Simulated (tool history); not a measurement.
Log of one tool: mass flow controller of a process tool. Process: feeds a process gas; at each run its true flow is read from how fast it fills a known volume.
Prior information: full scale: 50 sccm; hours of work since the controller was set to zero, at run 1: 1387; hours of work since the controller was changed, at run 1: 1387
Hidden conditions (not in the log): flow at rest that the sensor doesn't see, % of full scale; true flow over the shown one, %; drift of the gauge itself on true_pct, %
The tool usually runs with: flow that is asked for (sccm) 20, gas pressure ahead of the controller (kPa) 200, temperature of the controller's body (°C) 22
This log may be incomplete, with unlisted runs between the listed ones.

| run | hour | flow that is asked for (sccm) | gas pressure ahead of the controller (kPa) | temperature of the controller's body (°C) | hours of work since the controller was set to zero | hours of work since the controller was changed | true flow (%) |
|---|---|---|---|---|---|---|---|
| 1 | 0 | 20 | 200 | 22 | 1387 | 1387 | 99.05 |
| 2 | 117.9 | 20 | 200 | 22 | 1459 | 1459 | 98.88 |
| 3 | 223.1 | 20 | 200 | 22 | 1524 | 1524 | 99.02 |
| 4 | 353.1 | 20 | 200 | 22 | 1604 | 1604 | 98.94 |
| 5 | 457.3 | 20 | 200 | 22 | 1668 | 1668 | 99.02 |
| 6 | 542.4 | 20 | 200 | 22 | 1720 | 1720 | 99.01 |
| 7 | 618.1 | 20 | 200 | 22 | 1767 | 1767 | 98.97 |
| 8 | 712.4 | 20 | 200 | 22 | 1825 | 1825 | 98.93 |
| 9 | 845.5 | 20 | 200 | 22 | 1906 | 1906 | 98.9 |
| 10 | 911.4 | 20 | 200 | 22 | 1947 | 1947 | 98.97 |
| 11 | 996.3 | 20 | 200 | 22 | 1999 | 1999 | 98.97 |
| 12 | 1076.2 | 20 | 195 | 22 | 2048 | 2048 | 98.95 |
| 13 | 1133.2 | 20 | 195 | 22 | 2083 | 2083 | 98.88 |
| 14 | 1198.6 | 20 | 195 | 22 | 2123 | 2123 | 98.75 |
| 15 | 1313.8 | 20 | 226 | 22 | 2194 | 2194 | 98.86 |
| 16 | 1419.6 | 7 | 179 | 22 | 2259 | 2259 | 98.63 |
| 17 | 1547.7 | 7 | 179 | 22 | 2337 | 2337 | 98.5 |
| 18 | 1655.8 | 7 | 220 | 22 | 2404 | 2404 | 98.52 |
| 19 | 1753.6 | 7 | 220 | 22 | 2464 | 2464 | 98.49 |
| 20 | 1867.5 | 7 | 151 | 22 | 2534 | 2534 | 98.76 |
| 21 | 1963.7 | 32 | 200 | 29 | 2593 | 2593 | 99.83 |
| 22 | 2062.5 | 32 | 200 | 29 | 2654 | 2654 | 100.04 |
| 23 | 2185.8 | 8 | 201 | 25 | 2729 | 2729 | 98.83 |
| 24 | 2302.8 | 8 | 201 | 25 | 2801 | 2801 | 98.94 |

4 options for the next run, each taken on its own from the tool as it stands now. Forecast them:
| A | 2421.9 | 23 | 211 | 38 | 2874 | 2874 | ? |
| B | 2421.9 | 13 | 192 | 24 | 2874 | 2874 | ? |
| C | 2421.9 | 25 | 200 | 22 | 2874 | 2874 | ? |
| D | 2421.9 | 7 | 212 | 22 | 2874 | 2874 | ? |

| run | true flow (%) |
|---|---|
| A | 100.69 |
| B | 98.92 |
| C | 99.08 |
| D | 98.5 |
Had the tool no hidden state, the same runs would have come out as:
| run | true flow (%) |
|---|---|
| A | 100.7 |
| B | 98.94 |
| C | 99.09 |
| D | 98.53 |
